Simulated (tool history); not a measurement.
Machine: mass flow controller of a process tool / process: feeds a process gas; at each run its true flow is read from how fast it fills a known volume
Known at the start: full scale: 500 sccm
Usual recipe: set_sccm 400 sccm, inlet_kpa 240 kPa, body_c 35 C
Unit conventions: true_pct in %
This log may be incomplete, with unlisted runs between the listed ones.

run,hour,set_sccm,inlet_kpa,body_c,true_pct
1,0,400,240,35,99.64
2,208.8,400,240,35,99.76
3,310.8,400,240,35,99.71
4,537.5,400,240,35,99.71
5,693.5,400,240,36,99.73
6,804,400,240,36,99.91
7,981.2,400,240,36,99.84
8,1201.4,400,240,35,100.1
9,1406,62,240,35,101.54
10,1575.9,62,240,35,101.78
11,1713.8,400,213,35,100.29
12,1916.8,400,240,35,100.31
13,2023.2,400,240,35,100.47
14,2224,400,240,35,100.58
15,2335.6,400,240,35,100.56
16,2514.5,400,240,35,100.69
17,2616.2,179,240,35,100.56
18,2714.1,400,240,35,100.84
19,2924.9,400,240,35,100.83
20,3142.3,400,240,35,100.87
21,3345.5,400,222,35,100.95
22,3440.5,400,222,35,100.91
23,3649.2,400,222,35,101.06
24,3868.3,178,162,35,101.08
25,4015.5,178,187,32,101.67
26,4174.3,178,187,32,101.7
27,4383.9,346,168,22,102.31
28,4551.5,400,212,26,102.3
29,4665.4,493,229,28,102.54
30,4788.7,493,229,39,101.38
31,4968,107,200,37,102.97
# hour 4988: controller's zero set anew
32,5152,107,200,37,99.26
33,5250,251,240,24,101.53
34,5454.1,483,274,31,101.61
35,5654.6,400,274,28,102.08
36,5790.7,400,274,28,102.03
37,5978,127,223,28,101.04
38,6124,400,240,31,101.73
39,6313.7,56,204,31,101.54
40,6442.2,56,204,31,101.58
41,6613.1,129,229,21,102.46
42,6709.2,83,240,23,102.64
43,6827.7,89,152,24,102.01
44,6980,63,176,26,102.61
45,7080.1,257,160,26,101.95
46,7307.1,183,220,37,100.99

Consider 3 possible next runs. They are alternatives, not a sequence: every one starts from the tool as it was left by run 46. What does each give?
A,7419.6,69,184,37,?
B,7419.6,400,240,25,?
C,7419.6,56,240,36,?

run,true_pct
A,101.87
B,102.75
C,102.49
Stripped of hidden state, with their random variation kept, the same runs would have yielded:
run,true_pct
A,97.14
B,99.71
C,97.29
